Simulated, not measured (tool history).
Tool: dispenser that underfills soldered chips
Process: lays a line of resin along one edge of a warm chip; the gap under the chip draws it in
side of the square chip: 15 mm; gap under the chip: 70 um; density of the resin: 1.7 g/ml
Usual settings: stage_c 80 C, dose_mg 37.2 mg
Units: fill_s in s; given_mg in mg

| run | day | stage_c | dose_mg | fill_s | given_mg |
|---|---|---|---|---|---|
| 1 | 0 | 80 | 37.2 | 306.5 | 34.69 |
|  | 0.288 | new syringe of resin |
| 2 | 0.358 | 80 | 37.2 | 263.7 | 34.43 |
|  | 0.471 | dispensing valve cleaned and set on the balance |
| 3 | 0.675 | 80 | 37.2 | 343.1 | 37.1 |
|  | 0.825 | new syringe of resin |
| 4 | 0.95 | 80 | 37.2 | 284.2 | 37.03 |
| 5 | 1.158 | 80 | 37.2 | 352.5 | 37.3 |
|  | 1.321 | new syringe of resin |
| 6 | 1.529 | 80 | 47.5 | 298.7 | 46.84 |
| 7 | 1.712 | 80 | 35.5 | 383.3 | 35.24 |
|  | 1.821 | new syringe of resin |
| 8 | 1.946 | 89 | 40.4 | 218.5 | 40.01 |
| 9 | 2.25 | 65 | 40.4 | 645.4 | 39.66 |
|  | 2.321 | new syringe of resin |
| 10 | 2.583 | 65 | 40.4 | 523.8 | 39.34 |
|  | 2.817 | new syringe of resin |
| 11 | 2.838 | 81 | 37.2 | 246.9 | 36.31 |

3 ways to go on from here, each from the tool as it stands after run 11. What would each give?
| A | 3.175 | 87 | 35.5 | ? | ? |
| B | 3.175 | 80 | 38.9 | ? | ? |
| C | 3.175 | 81 | 40.3 | ? | ? |

| run | fill_s | given_mg |
|---|---|---|
| A | 290.6 | 34.44 |
| B | 356.6 | 37.78 |
| C | 338.8 | 39.05 |
Without the tool's hidden state the same runs would have given:
| run | fill_s | given_mg |
|---|---|---|
| A | 198.1 | 35.46 |
| B | 243.8 | 38.89 |
| C | 231.7 | 40.2 |
